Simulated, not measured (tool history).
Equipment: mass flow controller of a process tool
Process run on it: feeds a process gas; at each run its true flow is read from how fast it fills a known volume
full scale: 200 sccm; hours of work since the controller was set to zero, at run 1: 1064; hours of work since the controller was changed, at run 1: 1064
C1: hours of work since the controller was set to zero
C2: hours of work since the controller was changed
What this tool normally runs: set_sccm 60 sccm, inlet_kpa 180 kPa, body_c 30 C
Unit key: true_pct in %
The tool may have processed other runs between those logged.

{"run": 1, "hour": 0.0, "set_sccm": 60, "inlet_kpa": 180, "body_c": 30, "C1": 1064, "C2": 1064, "true_pct": 98.57}
{"run": 2, "hour": 40.3, "set_sccm": 60, "inlet_kpa": 180, "body_c": 30, "C1": 1091, "C2": 1091, "true_pct": 98.63}
{"run": 3, "hour": 127.8, "set_sccm": 60, "inlet_kpa": 180, "body_c": 30, "C1": 1149, "C2": 1149, "true_pct": 98.69}
{"run": 4, "hour": 170.4, "set_sccm": 94, "inlet_kpa": 180, "body_c": 30, "C1": 1177, "C2": 1177, "true_pct": 98.95}
{"run": 5, "hour": 217.6, "set_sccm": 94, "inlet_kpa": 180, "body_c": 30, "C1": 1209, "C2": 1209, "true_pct": 98.94}
{"run": 6, "hour": 307.4, "set_sccm": 29, "inlet_kpa": 180, "body_c": 30, "C1": 1269, "C2": 1269, "true_pct": 98.07}
{"run": 7, "hour": 352.5, "set_sccm": 29, "inlet_kpa": 180, "body_c": 30, "C1": 1299, "C2": 1299, "true_pct": 97.97}
{"run": 8, "hour": 410.8, "set_sccm": 60, "inlet_kpa": 180, "body_c": 28, "C1": 1337, "C2": 1337, "true_pct": 98.33}
{"run": 9, "hour": 456.1, "set_sccm": 60, "inlet_kpa": 180, "body_c": 28, "C1": 1368, "C2": 1368, "true_pct": 98.21}
{"run": 10, "hour": 515.5, "set_sccm": 60, "inlet_kpa": 180, "body_c": 28, "C1": 1407, "C2": 1407, "true_pct": 98.27}
{"run": 11, "hour": 580.6, "set_sccm": 60, "inlet_kpa": 158, "body_c": 28, "C1": 1451, "C2": 1451, "true_pct": 98.09}
{"run": 12, "hour": 624.3, "set_sccm": 60, "inlet_kpa": 158, "body_c": 28, "C1": 1480, "C2": 1480, "true_pct": 98.04}
{"run": 13, "hour": 689.0, "set_sccm": 60, "inlet_kpa": 180, "body_c": 30, "C1": 1523, "C2": 1523, "true_pct": 98.39}
{"run": 14, "hour": 737.6, "set_sccm": 60, "inlet_kpa": 180, "body_c": 30, "C1": 1555, "C2": 1555, "true_pct": 98.35}
{"run": 15, "hour": 775.7, "set_sccm": 60, "inlet_kpa": 180, "body_c": 30, "C1": 1580, "C2": 1580, "true_pct": 98.27}
{"run": 16, "hour": 828.2, "set_sccm": 60, "inlet_kpa": 275, "body_c": 27, "C1": 1615, "C2": 1615, "true_pct": 98.47}
{"run": 17, "hour": 882.6, "set_sccm": 60, "inlet_kpa": 275, "body_c": 27, "C1": 1652, "C2": 1652, "true_pct": 98.37}
{"run": 18, "hour": 949.3, "set_sccm": 60, "inlet_kpa": 275, "body_c": 27, "C1": 1696, "C2": 1696, "true_pct": 98.46}
{"run": 19, "hour": 999.3, "set_sccm": 147, "inlet_kpa": 240, "body_c": 33, "C1": 1729, "C2": 1729, "true_pct": 100.02}
{"run": 20, "hour": 1080.2, "set_sccm": 58, "inlet_kpa": 180, "body_c": 24, "C1": 1783, "C2": 1783, "true_pct": 97.53}
{"run": 21, "hour": 1146.5, "set_sccm": 142, "inlet_kpa": 156, "body_c": 24, "C1": 1827, "C2": 1827, "true_pct": 98.36}
{"run": 22, "hour": 1234.3, "set_sccm": 142, "inlet_kpa": 156, "body_c": 24, "C1": 1886, "C2": 1886, "true_pct": 98.51}
{"run": 23, "hour": 1320.0, "set_sccm": 195, "inlet_kpa": 202, "body_c": 24, "C1": 1943, "C2": 1943, "true_pct": 99.28}
{"run": 24, "hour": 1393.5, "set_sccm": 195, "inlet_kpa": 202, "body_c": 24, "C1": 1992, "C2": 1992, "true_pct": 99.32}
{"run": 25, "hour": 1461.3, "set_sccm": 195, "inlet_kpa": 202, "body_c": 24, "C1": 2037, "C2": 2037, "true_pct": 99.38}
{"run": 26, "hour": 1504.7, "set_sccm": 195, "inlet_kpa": 202, "body_c": 24, "C1": 2066, "C2": 2066, "true_pct": 99.24}
{"run": 27, "hour": 1580.5, "set_sccm": 78, "inlet_kpa": 180, "body_c": 30, "C1": 2116, "C2": 2116, "true_pct": 98.25}
{"run": 28, "hour": 1662.2, "set_sccm": 49, "inlet_kpa": 180, "body_c": 23, "C1": 2171, "C2": 2171, "true_pct": 97.1}
{"run": 29, "hour": 1726.6, "set_sccm": 21, "inlet_kpa": 180, "body_c": 23, "C1": 2214, "C2": 2214, "true_pct": 96.68}

Pick out some run-to-run changes in true_pct. Of each, how much would a tool without hidden state show as well, from the settings, what came in and chance, and how much is left for the hidden state and any gauge scatter not in both results compared?
The tool's hidden condition here consists of: flow at rest that the sensor doesn't see, % of full scale; true flow over the shown one, %; drift of the gauge itself on true_pct, %.
Run 2 -> 3: no setting changed, nothing entered. true_pct +0.06 %: hidden state -0.03, all else +0.09.
Run 18 -> 19: set_sccm 60 -> 147, inlet_kpa 275 -> 240, body_c 27 -> 33. true_pct +1.56 %: hidden state -0.03, all else +1.59.
Run 19 -> 20: set_sccm 147 -> 58, inlet_kpa 240 -> 180, body_c 33 -> 24. true_pct -2.49 %: hidden state -0.03, all else -2.46.
Run 21 -> 22: no setting changed, nothing entered. true_pct +0.15 %: hidden state -0.04, all else +0.19.

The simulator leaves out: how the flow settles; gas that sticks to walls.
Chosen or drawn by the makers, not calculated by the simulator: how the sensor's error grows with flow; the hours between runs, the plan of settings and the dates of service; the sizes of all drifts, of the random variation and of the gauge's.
